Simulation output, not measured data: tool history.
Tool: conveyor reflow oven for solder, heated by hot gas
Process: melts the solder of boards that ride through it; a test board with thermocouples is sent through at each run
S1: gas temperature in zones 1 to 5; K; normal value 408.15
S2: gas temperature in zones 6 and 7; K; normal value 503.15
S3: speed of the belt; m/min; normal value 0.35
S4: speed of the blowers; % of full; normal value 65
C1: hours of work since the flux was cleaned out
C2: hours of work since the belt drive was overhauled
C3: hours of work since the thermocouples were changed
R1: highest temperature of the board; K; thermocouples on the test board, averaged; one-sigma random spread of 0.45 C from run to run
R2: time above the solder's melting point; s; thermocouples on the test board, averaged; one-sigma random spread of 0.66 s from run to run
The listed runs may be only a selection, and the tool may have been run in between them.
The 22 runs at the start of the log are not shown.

{"run": 23, "hour": 586.6, "S1": 420.15, "S2": 503.15, "S3": 0.35, "S4": 50, "C1": 211, "C2": 885, "C3": 620, "R1": 483.65, "R2": 71.3}
{"run": 24, "hour": 622.0, "S1": 400.15, "S2": 516.15, "S3": 0.37, "S4": 50, "C1": 230, "C2": 904, "C3": 639, "R1": 486.65, "R2": 62.5}
{"run": 25, "hour": 650.2, "S1": 399.15, "S2": 496.15, "S3": 0.283, "S4": 82, "C1": 245, "C2": 919, "C3": 654, "R1": 490.15, "R2": 94.7}
{"run": 26, "hour": 685.9, "S1": 408.15, "S2": 502.15, "S3": 0.35, "S4": 62, "C1": 264, "C2": 938, "C3": 673, "R1": 485.95, "R2": 68.8}
{"run": 27, "hour": 708.8, "S1": 408.15, "S2": 502.15, "S3": 0.35, "S4": 62, "C1": 276, "C2": 950, "C3": 685, "R1": 485.35, "R2": 69.2}
{"run": 28, "hour": 728.9, "S1": 408.15, "S2": 508.15, "S3": 0.395, "S4": 65, "C1": 287, "C2": 961, "C3": 696, "R1": 486.25, "R2": 62.1}
{"run": 29, "hour": 750.3, "S1": 408.15, "S2": 511.15, "S3": 0.35, "S4": 65, "C1": 298, "C2": 972, "C3": 707, "R1": 494.45, "R2": 78.5}
{"run": 30, "hour": 781.4, "S1": 396.15, "S2": 496.15, "S3": 0.35, "S4": 65, "C1": 315, "C2": 989, "C3": 724, "R1": 478.65, "R2": 56.7}

What if the next run were any one of these 5? Each begins from the tool's condition after run 30:
{"run": "A", "hour": 798.1, "S1": 396.15, "S2": 492.15, "S3": 0.35, "S4": 57, "C1": 324, "C2": 998, "C3": 732, "R1": "?", "R2": "?"}
{"run": "B", "hour": 798.1, "S1": 396.15, "S2": 496.15, "S3": 0.35, "S4": 56, "C1": 324, "C2": 998, "C3": 732, "R1": "?", "R2": "?"}
{"run": "C", "hour": 798.1, "S1": 404.15, "S2": 503.15, "S3": 0.35, "S4": 65, "C1": 324, "C2": 998, "C3": 732, "R1": "?", "R2": "?"}
{"run": "D", "hour": 798.1, "S1": 411.15, "S2": 503.15, "S3": 0.35, "S4": 65, "C1": 324, "C2": 998, "C3": 732, "R1": "?", "R2": "?"}
{"run": "E", "hour": 798.1, "S1": 396.15, "S2": 517.15, "S3": 0.383, "S4": 58, "C1": 324, "C2": 998, "C3": 732, "R1": "?", "R2": "?"}

run=A R1=471.45 R2=45.1
run=B R1=475.65 R2=48.2
run=C R1=486.75 R2=69.3
run=D R1=487.75 R2=73.9
run=E R1=489.85 R2=62.2
With no hidden state in the tool, these same runs would have given:
run=A R1=471.55 R2=45.3
run=B R1=475.75 R2=48.4
run=C R1=486.85 R2=69.4
run=D R1=487.85 R2=74
run=E R1=489.95 R2=62.3
